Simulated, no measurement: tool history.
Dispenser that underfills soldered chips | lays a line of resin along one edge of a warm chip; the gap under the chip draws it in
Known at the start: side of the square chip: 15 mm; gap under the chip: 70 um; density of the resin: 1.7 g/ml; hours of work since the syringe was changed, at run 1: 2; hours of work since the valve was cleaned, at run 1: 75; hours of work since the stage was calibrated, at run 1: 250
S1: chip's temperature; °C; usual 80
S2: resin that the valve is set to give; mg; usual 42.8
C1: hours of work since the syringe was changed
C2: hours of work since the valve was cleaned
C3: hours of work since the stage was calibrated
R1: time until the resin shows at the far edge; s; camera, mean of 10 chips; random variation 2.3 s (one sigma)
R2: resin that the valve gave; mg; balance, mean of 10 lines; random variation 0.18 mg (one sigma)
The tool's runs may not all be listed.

run 1 hour=0.0 | S1=80 S2=42.8 | C1=2 C2=75 C3=250 | R1=269.8 R2=42.01
-- hour=8.3 dispensing valve cleaned and set on the balance
-- hour=9.6 new syringe of resin
run 2 hour=10.8 | S1=80 S2=42.8 | C1=1 C2=2 C3=256 | R1=249.0 R2=43.04
run 3 hour=15.7 | S1=80 S2=42.8 | C1=4 C2=5 C3=260 | R1=310.3 R2=42.90
-- hour=21.7 new syringe of resin
run 4 hour=25.5 | S1=80 S2=42.8 | C1=3 C2=11 C3=266 | R1=274.9 R2=42.78
-- hour=33.6 new syringe of resin
run 5 hour=37.2 | S1=80 S2=49.5 | C1=3 C2=19 C3=274 | R1=275.2 R2=49.42
run 6 hour=43.7 | S1=80 S2=38.4 | C1=7 C2=24 C3=279 | R1=371.3 R2=37.97
-- hour=45.4 new syringe of resin
run 7 hour=51.8 | S1=80 S2=38.4 | C1=4 C2=29 C3=284 | R1=319.3 R2=38.08
-- hour=57.7 new syringe of resin
run 8 hour=62.5 | S1=80 S2=38.4 | C1=3 C2=36 C3=291 | R1=300.7 R2=37.94
run 9 hour=67.8 | S1=74 S2=46.6 | C1=7 C2=40 C3=295 | R1=448.5 R2=46.07
-- hour=69.8 new syringe of resin
run 10 hour=78.6 | S1=78 S2=48.2 | C1=6 C2=47 C3=302 | R1=366.2 R2=47.74
-- hour=82.1 new syringe of resin
run 11 hour=87.8 | S1=74 S2=50.5 | C1=4 C2=53 C3=308 | R1=370.3 R2=49.84
-- hour=92.9 stage's temperature calibrated
-- hour=95.4 new syringe of resin
run 12 hour=95.9 | S1=92 S2=37.1 | C1=0 C2=58 C3=2 | R1=156.4 R2=36.28
run 13 hour=104.7 | S1=72 S2=43.8 | C1=6 C2=64 C3=8 | R1=433.8 R2=43.02
-- hour=107.4 new syringe of resin
run 14 hour=111.9 | S1=81 S2=42.8 | C1=3 C2=69 C3=13 | R1=262.7 R2=41.84
run 15 hour=118.6 | S1=74 S2=42.8 | C1=8 C2=73 C3=17 | R1=457.8 R2=41.75
-- hour=119.8 new syringe of resin
run 16 hour=125.4 | S1=69 S2=54.0 | C1=4 C2=78 C3=22 | R1=418.3 R2=52.71

5 ways to go on from here, each from the tool as it stands after run 16. What would each give?
-- hour=129.7 dispensing valve cleaned and set on the balance
-- hour=132.8 new syringe of resin
run A hour=133.8 | S1=83 S2=41.7 | C1=1 C2=3 C3=27 | R1=? R2=?
-- hour=129.7 dispensing valve cleaned and set on the balance
-- hour=132.8 new syringe of resin
run B hour=133.8 | S1=89 S2=40.2 | C1=1 C2=3 C3=27 | R1=? R2=?
-- hour=129.7 dispensing valve cleaned and set on the balance
-- hour=132.8 new syringe of resin
run C hour=133.8 | S1=80 S2=47.7 | C1=1 C2=3 C3=27 | R1=? R2=?
-- hour=129.7 dispensing valve cleaned and set on the balance
-- hour=132.8 new syringe of resin
run D hour=133.8 | S1=85 S2=41.6 | C1=1 C2=3 C3=27 | R1=? R2=?
-- hour=129.7 dispensing valve cleaned and set on the balance
-- hour=132.8 new syringe of resin
run E hour=133.8 | S1=78 S2=42.8 | C1=1 C2=3 C3=27 | R1=? R2=?

run=A R1=211.9 R2=42.09
run=B R1=176.1 R2=40.22
run=C R1=232.4 R2=47.61
run=D R1=200.6 R2=41.87
run=E R1=251.9 R2=42.80
Without the tool's hidden state the same runs would have given:
run=A R1=201.0 R2=42.00
run=B R1=167.2 R2=40.13
run=C R1=220.5 R2=47.50
run=D R1=190.3 R2=41.78
run=E R1=239.0 R2=42.71
